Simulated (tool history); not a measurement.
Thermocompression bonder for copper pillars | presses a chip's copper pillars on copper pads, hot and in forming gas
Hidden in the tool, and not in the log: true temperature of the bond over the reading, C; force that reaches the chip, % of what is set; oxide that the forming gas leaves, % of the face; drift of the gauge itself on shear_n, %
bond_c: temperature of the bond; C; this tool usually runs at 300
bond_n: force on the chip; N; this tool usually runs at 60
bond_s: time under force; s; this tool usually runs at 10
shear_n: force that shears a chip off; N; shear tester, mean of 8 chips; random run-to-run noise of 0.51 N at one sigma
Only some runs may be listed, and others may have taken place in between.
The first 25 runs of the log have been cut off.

| run | hour | bond_c | bond_n | bond_s | hours of work since the heater was calibrated | hours of work since the force cell was calibrated | hours of work since the gas filter was changed | shear_n |
|---|---|---|---|---|---|---|---|---|
| 26 | 1349.6 | 286 | 68 | 9 | 239 | 1352 | 189 | 36.7 |
| 27 | 1418.3 | 286 | 68 | 9 | 280 | 1393 | 230 | 35.1 |
| 28 | 1458.1 | 286 | 60 | 16 | 303 | 1416 | 253 | 39.1 |
| 29 | 1510.3 | 300 | 51 | 9 | 334 | 1447 | 284 | 34.3 |
| 30 | 1574.9 | 300 | 51 | 9 | 372 | 1485 | 322 | 35.2 |
| 31 | 1636.6 | 300 | 43 | 9 | 408 | 1521 | 358 | 28.6 |
| 32 | 1667.7 | 293 | 46 | 25 | 426 | 1539 | 376 | 42.1 |
| 33 | 1698.9 | 271 | 65 | 20 | 445 | 1558 | 395 | 36.3 |
|  | 1733.3 | forming gas filter changed |
| 34 | 1753.5 | 271 | 65 | 20 | 476 | 1590 | 12 | 39.2 |
| 35 | 1822.5 | 271 | 65 | 20 | 517 | 1630 | 53 | 38.4 |
| 36 | 1864.6 | 271 | 65 | 20 | 542 | 1655 | 77 | 39.5 |
| 37 | 1920.6 | 271 | 65 | 20 | 575 | 1688 | 110 | 37.8 |
| 38 | 1970.4 | 300 | 90 | 9 | 604 | 1717 | 139 | 48.6 |
| 39 | 2030.3 | 328 | 55 | 9 | 639 | 1752 | 175 | 48.4 |
| 40 | 2101.5 | 328 | 55 | 9 | 681 | 1794 | 217 | 47.6 |

3 ways to go on from here, each from the tool as it stands after run 40. What would each give?
|  | 2157.7 | heater calibrated with a thermocouple chip |
| A | 2164.7 | 297 | 83 | 6 | 4 | 1830 | 253 | ? |
|  | 2157.7 | heater calibrated with a thermocouple chip |
| B | 2164.7 | 328 | 41 | 9 | 4 | 1830 | 253 | ? |
|  | 2157.7 | heater calibrated with a thermocouple chip |
| C | 2164.7 | 329 | 84 | 11 | 4 | 1830 | 253 | ? |

| run | shear_n |
|---|---|
| A | 39.1 |
| B | 42.3 |
| C | 63.8 |
Without the tool's unlogged condition, the same runs would have read:
| run | shear_n |
|---|---|
| A | 40.2 |
| B | 43.6 |
| C | 66.5 |
